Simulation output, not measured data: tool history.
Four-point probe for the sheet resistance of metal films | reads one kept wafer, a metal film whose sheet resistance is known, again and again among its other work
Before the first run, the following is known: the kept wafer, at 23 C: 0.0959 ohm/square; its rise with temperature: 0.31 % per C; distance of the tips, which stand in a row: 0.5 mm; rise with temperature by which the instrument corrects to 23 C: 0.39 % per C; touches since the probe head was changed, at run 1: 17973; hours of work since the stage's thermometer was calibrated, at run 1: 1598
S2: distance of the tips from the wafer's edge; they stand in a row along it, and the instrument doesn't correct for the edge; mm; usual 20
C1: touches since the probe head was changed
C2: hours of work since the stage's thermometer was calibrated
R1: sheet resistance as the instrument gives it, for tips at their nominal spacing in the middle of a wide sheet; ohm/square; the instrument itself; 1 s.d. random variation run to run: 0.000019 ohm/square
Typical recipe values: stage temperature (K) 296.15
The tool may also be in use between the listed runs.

{"run": 1, "hour": 0.0, "stage temperature (K)": 296.15, "S2": 20, "C1": 17973, "C2": 1598, "R1": 0.096322}
{"run": 2, "hour": 24.4, "stage temperature (K)": 296.15, "S2": 20, "C1": 18390, "C2": 1615, "R1": 0.096315}
{"run": 3, "hour": 49.1, "stage temperature (K)": 296.15, "S2": 20, "C1": 18812, "C2": 1632, "R1": 0.0963}
{"run": 4, "hour": 60.7, "stage temperature (K)": 296.15, "S2": 20, "C1": 19009, "C2": 1640, "R1": 0.096298}
{"run": 5, "hour": 87.1, "stage temperature (K)": 296.15, "S2": 20, "C1": 19460, "C2": 1658, "R1": 0.096285}
{"run": 6, "hour": 111.6, "stage temperature (K)": 296.15, "S2": 20, "C1": 19879, "C2": 1675, "R1": 0.096328}
{"run": 7, "hour": 138.2, "stage temperature (K)": 291.15, "S2": 69, "C1": 20334, "C2": 1694, "R1": 0.096728}
{"run": 8, "hour": 158.0, "stage temperature (K)": 296.15, "S2": 5, "C1": 20671, "C2": 1707, "R1": 0.096808}

What does the tool deliver on the next run?
{"run": 9, "hour": 177.4, "stage temperature (K)": 296.15, "S2": 5, "C1": 21003, "C2": 1721, "R1": "?"}

Run 9 gave R1 0.096796 ohm/square.
Were there no unlogged condition in the tool, this run, its random variation unchanged, would have produced R1 0.096404 ohm/square.
